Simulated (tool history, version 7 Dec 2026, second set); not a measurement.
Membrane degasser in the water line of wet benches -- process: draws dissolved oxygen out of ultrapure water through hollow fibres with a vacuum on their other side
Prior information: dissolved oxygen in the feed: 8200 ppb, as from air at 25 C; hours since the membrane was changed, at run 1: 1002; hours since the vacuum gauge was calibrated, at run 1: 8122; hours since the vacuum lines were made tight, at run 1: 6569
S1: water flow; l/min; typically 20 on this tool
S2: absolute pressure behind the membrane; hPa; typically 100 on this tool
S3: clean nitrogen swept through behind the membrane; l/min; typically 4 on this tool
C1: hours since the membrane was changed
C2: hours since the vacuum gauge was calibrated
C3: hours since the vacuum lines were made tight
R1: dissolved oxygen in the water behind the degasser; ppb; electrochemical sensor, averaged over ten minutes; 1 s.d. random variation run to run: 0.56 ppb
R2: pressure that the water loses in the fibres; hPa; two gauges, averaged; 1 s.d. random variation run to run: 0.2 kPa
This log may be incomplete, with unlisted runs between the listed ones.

Run 1, hour 0: usual settings; C1 1002; C2 8122; C3 6569. Result: R1 83.4 ppb, R2 461.9 hPa.
Run 2, hour 45.1: usual settings; C1 1047; C2 8167; C3 6614. Result: R1 83.7 ppb, R2 463.8 hPa.
Run 3, hour 85.5: usual settings; C1 1087; C2 8208; C3 6654. Result: R1 84.8 ppb, R2 461.9 hPa.
Run 4, hour 122.9: usual settings; C1 1125; C2 8245; C3 6692. Result: R1 85 ppb, R2 468 hPa.
Run 5, hour 151.3: usual settings; C1 1153; C2 8273; C3 6720. Result: R1 85.4 ppb, R2 464.8 hPa.
Run 6, hour 171.1: usual settings; C1 1173; C2 8293; C3 6740. Result: R1 85 ppb, R2 468 hPa.
Run 7, hour 203.9: usual settings; C1 1206; C2 8326; C3 6773. Result: R1 84.6 ppb, R2 461.7 hPa.
At hour 218.2: vacuum gauge calibrated.
Run 8, hour 241.2: usual settings but S3 10.95 l/min; C1 1242; C2 23; C3 6810. Result: R1 32.7 ppb, R2 464.5 hPa.
Run 9, hour 261.8: usual settings but S3 10.95 l/min; C1 1263; C2 44; C3 6830. Result: R1 32.2 ppb, R2 467.6 hPa.
Run 10, hour 282.7: usual settings but S3 10.95 l/min; C1 1284; C2 65; C3 6851. Result: R1 32.8 ppb, R2 468 hPa.
Run 11, hour 318: usual settings but S3 10.95 l/min; C1 1319; C2 100; C3 6886. Result: R1 32.5 ppb, R2 469 hPa.
Run 12, hour 345: usual settings; C1 1346; C2 127; C3 6913. Result: R1 83.4 ppb, R2 467.4 hPa.

The next listed run, before its measurement:
Run 13, hour 365.2: usual settings; C1 1366; C2 147; C3 6934. Result: R1 ?, R2 ?.

Run 13 measured R1 83.5 ppb, R2 471.9 hPa.
With no hidden state in the tool, this same run would have given R1 83.4 ppb, R2 462.1 hPa.
